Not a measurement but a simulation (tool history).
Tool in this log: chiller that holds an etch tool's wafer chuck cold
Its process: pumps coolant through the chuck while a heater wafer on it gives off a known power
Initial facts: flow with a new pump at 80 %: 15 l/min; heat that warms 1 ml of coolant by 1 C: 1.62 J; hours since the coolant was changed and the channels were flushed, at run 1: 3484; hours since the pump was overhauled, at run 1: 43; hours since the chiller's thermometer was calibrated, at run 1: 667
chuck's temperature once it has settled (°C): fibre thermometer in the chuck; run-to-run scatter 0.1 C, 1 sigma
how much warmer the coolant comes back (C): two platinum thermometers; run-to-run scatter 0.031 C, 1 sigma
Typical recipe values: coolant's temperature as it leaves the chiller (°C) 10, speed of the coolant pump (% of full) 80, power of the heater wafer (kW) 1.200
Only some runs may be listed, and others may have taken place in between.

run,hour,coolant's temperature as it leaves the chiller (°C),speed of the coolant pump (% of full),power of the heater wafer (kW),hours since the coolant was changed and the channels were flushed,hours since the pump was overhauled,hours since the chiller's thermometer was calibrated,chuck's temperature once it has settled (°C),how much warmer the coolant comes back (C)
1,0.0,10,80,1.200,3484,43,667,20.2,2.97
2,34.3,10,80,1.200,3519,77,702,20.0,2.95
3,61.2,18,80,1.200,3546,104,728,27.9,2.98
4,102.8,18,80,1.200,3587,146,770,28.0,2.99
5,148.1,18,80,1.200,3633,191,815,27.8,2.97
6,187.0,18,80,1.200,3672,230,854,28.0,2.97
7,214.4,18,80,1.200,3699,257,882,27.9,2.88
8,239.8,9,80,1.200,3724,283,907,19.1,2.99
9,286.9,10,80,1.200,3771,330,954,20.1,3.01
10,306.9,10,80,1.200,3791,350,974,20.3,3.01
11,352.2,10,80,1.200,3837,395,1019,20.1,2.96
12,371.5,10,80,1.200,3856,415,1039,20.0,2.97
13,416.6,10,79,1.200,3901,460,1084,20.2,2.99
14,444.6,10,79,1.200,3929,488,1112,20.3,3.03
15,478.8,10,79,1.091,3963,522,1146,19.3,2.77
16,516.4,4,80,1.200,4001,559,1184,13.9,2.94
17,557.5,18,80,1.281,4042,601,1225,28.7,3.24
# hour 562.3: chiller's thermometer calibrated
18,600.7,3,80,0.705,4084,643,38,9.1,1.83
19,632.2,18,66,0.806,4116,674,70,26.1,2.51
20,674.1,19,62,1.460,4158,716,112,34.4,4.75
21,705.6,3,96,1.094,4189,748,143,11.0,2.32
22,728.7,0,83,1.049,4212,771,166,8.5,2.51
# hour 748.7: chiller's thermometer calibrated, once more
23,754.4,5,80,0.986,4237,795,6,13.3,2.53
24,775.0,10,73,0.740,4257,816,26,16.8,2.00
25,797.6,10,75,0.603,4280,839,49,15.4,1.60
26,839.0,20,92,1.519,4322,880,90,31.4,3.34
27,880.8,19,67,0.687,4363,922,132,25.8,2.09
28,922.6,19,67,0.687,4405,964,174,25.9,2.04
29,957.4,14,80,0.932,4440,998,209,22.2,2.29
30,979.6,9,100,1.445,4462,1021,231,19.3,2.90
31,1025.7,2,82,0.604,4508,1067,277,7.2,1.45
32,1070.7,0,80,0.773,4553,1112,322,6.8,1.89

Forecast each of these 3 alternatives for the next run:
A,1111.2,13,80,0.773,4594,1152,363,?,?
B,1111.2,2,80,0.714,4594,1152,363,?,?
C,1111.2,16,80,0.773,4594,1152,363,?,?

run,chuck's temperature once it has settled (°C),how much warmer the coolant comes back (C)
A,19.6,1.89
B,8.2,1.84
C,22.6,1.93
Without the tool's hidden state the same runs would have given:
run,chuck's temperature once it has settled (°C),how much warmer the coolant comes back (C)
A,19.1,1.84
B,7.7,1.80
C,22.1,1.88
